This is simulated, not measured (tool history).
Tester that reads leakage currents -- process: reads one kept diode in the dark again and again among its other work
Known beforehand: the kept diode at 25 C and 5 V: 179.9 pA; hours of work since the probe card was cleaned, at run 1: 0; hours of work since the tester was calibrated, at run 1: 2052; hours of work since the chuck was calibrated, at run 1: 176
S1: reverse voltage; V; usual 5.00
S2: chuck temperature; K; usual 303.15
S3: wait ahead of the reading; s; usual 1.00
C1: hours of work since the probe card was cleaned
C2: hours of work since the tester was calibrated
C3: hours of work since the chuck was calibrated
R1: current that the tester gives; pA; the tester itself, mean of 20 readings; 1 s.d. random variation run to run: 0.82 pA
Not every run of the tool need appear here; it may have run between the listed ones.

Run 1, hour 0.0: usual settings; C1 0; C2 2052; C3 176. Result: R1 284.74 pA.
Run 2, hour 95.9: usual settings but S2 304.15 K; C1 67; C2 2119; C3 243. Result: R1 316.39 pA.
Run 3, hour 155.7: usual settings but S2 304.15 K; C1 109; C2 2161; C3 285. Result: R1 316.82 pA.
Run 4, hour 237.2: usual settings but S2 304.15 K; C1 166; C2 2218; C3 342. Result: R1 323.73 pA.
Run 5, hour 317.2: usual settings but S3 7.92 s; C1 221; C2 2274; C3 397. Result: R1 298.67 pA.
Run 6, hour 402.3: usual settings but S3 1.01 s; C1 281; C2 2333; C3 457. Result: R1 306.20 pA.
Run 7, hour 474.9: usual settings; C1 332; C2 2384; C3 508. Result: R1 310.84 pA.
Run 8, hour 525.3: usual settings; C1 367; C2 2419; C3 543. Result: R1 313.53 pA.
At hour 580.8: chuck's temperature calibrated.
Run 9, hour 585.9: usual settings; C1 408; C2 2460; C3 4. Result: R1 274.92 pA.
Run 10, hour 673.3: usual settings; C1 469; C2 2521; C3 65. Result: R1 279.32 pA.
Run 11, hour 729.7: usual settings; C1 508; C2 2560; C3 104. Result: R1 282.07 pA.
Run 12, hour 841.1: usual settings but S2 305.15 K; C1 586; C2 2638; C3 182. Result: R1 338.16 pA.
Run 13, hour 896.8: usual settings but S2 305.15 K; C1 625; C2 2677; C3 221. Result: R1 341.27 pA.
Run 14, hour 960.3: usual settings but S3 1.65 s; C1 669; C2 2721; C3 265. Result: R1 293.08 pA.
Run 15, hour 1062.7: usual settings but S3 1.65 s; C1 741; C2 2793; C3 336. Result: R1 301.01 pA.
Run 16, hour 1128.6: usual settings but S3 3.68 s; C1 787; C2 2839; C3 382. Result: R1 302.03 pA.
Run 17, hour 1236.3: usual settings but S3 3.68 s; C1 862; C2 2914; C3 458. Result: R1 306.65 pA.
Run 18, hour 1301.6: usual settings but S3 3.68 s; C1 907; C2 2960; C3 503. Result: R1 314.16 pA.
Run 19, hour 1392.4: usual settings but S3 3.68 s; C1 971; C2 3023; C3 567. Result: R1 317.60 pA.
At hour 1413.7: chuck's temperature calibrated.
Run 20, hour 1511.0: usual settings but S3 3.68 s; C1 1052; C2 3104; C3 68. Result: R1 282.85 pA.
Run 21, hour 1564.9: usual settings but S1 4.44 V, S2 318.15 K, S3 0.48 s; C1 1090; C2 3142; C3 106. Result: R1 855.22 pA.
At hour 1573.6: tester calibrated.
Run 22, hour 1638.0: usual settings but S1 3.02 V, S2 299.15 K, S3 0.48 s; C1 1139; C2 45; C3 155. Result: R1 163.95 pA.
Run 23, hour 1724.6: usual settings but S1 3.02 V, S2 312.15 K, S3 9.17 s; C1 1200; C2 105; C3 216. Result: R1 458.71 pA.
Run 24, hour 1816.2: usual settings but S1 3.02 V, S2 312.15 K, S3 9.17 s; C1 1264; C2 169; C3 280. Result: R1 467.22 pA.
Run 25, hour 1881.2: usual settings but S1 7.99 V, S2 298.15 K, S3 2.64 s; C1 1309; C2 215; C3 325. Result: R1 256.50 pA.
At hour 1931.7: tester calibrated, once more.
Run 26, hour 1951.3: usual settings but S1 3.14 V, S2 306.15 K, S3 2.64 s; C1 1357; C2 14; C3 373. Result: R1 302.42 pA.
Run 27, hour 2066.5: usual settings but S1 3.18 V, S2 323.15 K, S3 0.35 s; C1 1437; C2 94; C3 453. Result: R1 1104.09 pA.
Run 28, hour 2132.6: usual settings but S1 19.26 V, S2 323.15 K, S3 0.35 s; C1 1483; C2 140; C3 499. Result: R1 2769.55 pA.
Run 29, hour 2188.1: usual settings but S3 0.44 s; C1 1522; C2 179; C3 538. Result: R1 316.65 pA.
At hour 2247.0: chuck's temperature calibrated.
Run 30, hour 2291.5: usual settings but S1 4.14 V, S2 296.15 K, S3 1.26 s; C1 1593; C2 250; C3 31. Result: R1 140.85 pA.
At hour 2355.2: probe card cleaned and baked.
Run 31, hour 2360.6: usual settings but S1 4.14 V, S2 296.15 K, S3 1.26 s; C1 4; C2 296; C3 77. Result: R1 142.43 pA.
Run 32, hour 2462.9: usual settings but S1 7.64 V, S2 321.15 K, S3 1.69 s; C1 75; C2 367; C3 149. Result: R1 1388.43 pA.
Run 33, hour 2555.0: usual settings but S1 7.59 V; C1 140; C2 432; C3 213. Result: R1 354.33 pA.
Run 34, hour 2616.6: usual settings but S1 15.72 V; C1 182; C2 475; C3 256. Result: R1 522.03 pA.
Run 35, hour 2698.8: usual settings but S2 298.15 K; C1 240; C2 532; C3 313. Result: R1 195.84 pA.
Run 36, hour 2796.4: usual settings but S1 3.22 V, S2 302.15 K; C1 308; C2 600; C3 381. Result: R1 221.42 pA.
Run 37, hour 2896.4: usual settings but S1 1.55 V, S2 307.15 K, S3 3.91 s; C1 378; C2 670; C3 451. Result: R1 230.26 pA.
Run 38, hour 2958.7: usual settings but S1 1.55 V, S2 307.15 K, S3 3.91 s; C1 421; C2 714; C3 495. Result: R1 233.91 pA.

A few steps of R1 between consecutive runs. Split each: what settings, incoming material and random variation would produce without the hidden state, and what is left over for the hidden state, along with gauge scatter present in only one of the two compared results (measured, and without hidden state):
Hidden state at play: stray current of the dirty probe card, pA a volt; current scale over the true one, %; true chuck temperature over the reading, C; drift of the gauge itself on leakage_pa, %.
Run 26 -> 27: S1 3.14 -> 3.18, S2 306.15 -> 323.15, S3 2.64 -> 0.35. R1 +801.67 pA: hidden state +79.64, all else +722.03.
Run 27 -> 28: S1 3.18 -> 19.26. R1 +1665.46 pA: hidden state +186.97, all else +1478.49.
Run 28 -> 29: S1 19.26 -> 5.00, S2 323.15 -> 303.15, S3 0.35 -> 0.44. R1 -2452.90 pA: hidden state -253.17, all else -2199.73.
Run 31 -> 32: S1 4.14 -> 7.64, S2 296.15 -> 321.15, S3 1.26 -> 1.69. R1 +1246.00 pA: hidden state +39.96, all else +1206.04.

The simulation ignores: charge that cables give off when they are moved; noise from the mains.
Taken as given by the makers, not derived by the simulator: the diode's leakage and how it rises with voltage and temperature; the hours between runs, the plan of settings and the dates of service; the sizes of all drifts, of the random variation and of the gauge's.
